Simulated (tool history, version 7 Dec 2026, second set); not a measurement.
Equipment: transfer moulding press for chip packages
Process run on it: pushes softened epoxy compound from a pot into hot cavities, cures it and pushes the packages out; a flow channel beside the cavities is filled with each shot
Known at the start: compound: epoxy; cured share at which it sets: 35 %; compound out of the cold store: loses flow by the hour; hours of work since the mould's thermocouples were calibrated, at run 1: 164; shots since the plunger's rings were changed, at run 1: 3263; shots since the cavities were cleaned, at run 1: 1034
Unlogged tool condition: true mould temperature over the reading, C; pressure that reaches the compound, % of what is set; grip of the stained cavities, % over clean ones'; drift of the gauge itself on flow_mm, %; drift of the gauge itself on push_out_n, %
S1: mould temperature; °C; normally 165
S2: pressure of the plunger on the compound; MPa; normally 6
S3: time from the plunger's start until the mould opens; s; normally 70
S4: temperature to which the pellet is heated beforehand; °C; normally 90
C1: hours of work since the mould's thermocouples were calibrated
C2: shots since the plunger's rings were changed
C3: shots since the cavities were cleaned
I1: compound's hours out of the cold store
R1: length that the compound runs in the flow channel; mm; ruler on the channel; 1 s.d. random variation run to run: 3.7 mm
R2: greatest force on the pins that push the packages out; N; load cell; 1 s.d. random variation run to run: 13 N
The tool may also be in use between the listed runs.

Run 1, hour 0: usual settings; C1 164; C2 3263; C3 1034; I1 45.3. Result: R1 841 mm, R2 1331 N.
At hour 6.7: cavities cleaned with cleaning compound and waxed.
Run 2, hour 11.3: usual settings; C1 172; C2 3466; C3 95; I1 37.2. Result: R1 873 mm, R2 772 N.
Run 3, hour 16.6: usual settings but S3 84 s; C1 176; C2 3573; C3 202; I1 27.4. Result: R1 897 mm, R2 617 N.
Run 4, hour 26.4: usual settings but S1 170 °C; C1 184; C2 3776; C3 405; I1 20. Result: R1 888 mm, R2 785 N.
Run 5, hour 34.1: usual settings but S3 51 s; C1 190; C2 3935; C3 564; I1 20.4. Result: R1 908 mm, R2 2609 N.
Run 6, hour 40.8: usual settings but S3 51 s; C1 195; C2 4072; C3 701; I1 44.9. Result: R1 840 mm, R2 2598 N.
At hour 43.5: mould's thermocouples calibrated.
Run 7, hour 47.8: usual settings but S3 51 s; C1 3; C2 4177; C3 806; I1 12.1. Result: R1 929 mm, R2 3002 N.
Run 8, hour 56: usual settings but S3 51 s; C1 10; C2 4346; C3 975; I1 32.2. Result: R1 869 mm, R2 3029 N.
At hour 64.7: mould's thermocouples calibrated, once more.
Run 9, hour 65.4: usual settings but S2 5.23 MPa, S3 51 s, S4 87 °C; C1 1; C2 4498; C3 1127; I1 35.3. Result: R1 807 mm, R2 2966 N.
At hour 67.9: cavities cleaned with cleaning compound and waxed.
Run 10, hour 75.5: usual settings but S1 160 °C, S2 5.05 MPa, S3 51 s, S4 92 °C; C1 7; C2 4676; C3 157; I1 15.2. Result: R1 847 mm, R2 2240 N.
Run 11, hour 81.1: usual settings but S1 167 °C, S4 87 °C; C1 12; C2 4791; C3 272; I1 24.9. Result: R1 880 mm, R2 783 N.

Difference, measured minus no-hidden-state, one row per run. Run-to-run variation is common to both terms; the gauge's own scatter need not be:
run   R1     R2
  1  -30   +693
  2  -33   +131
  3  -35   +157
  4  -37   +290
  5  -40  +1103
  6  -38  +1195
  7  -43  +1443
  8  -43  +1529
  9  -44  +1496
 10  -48   +400
 11  -51   +209

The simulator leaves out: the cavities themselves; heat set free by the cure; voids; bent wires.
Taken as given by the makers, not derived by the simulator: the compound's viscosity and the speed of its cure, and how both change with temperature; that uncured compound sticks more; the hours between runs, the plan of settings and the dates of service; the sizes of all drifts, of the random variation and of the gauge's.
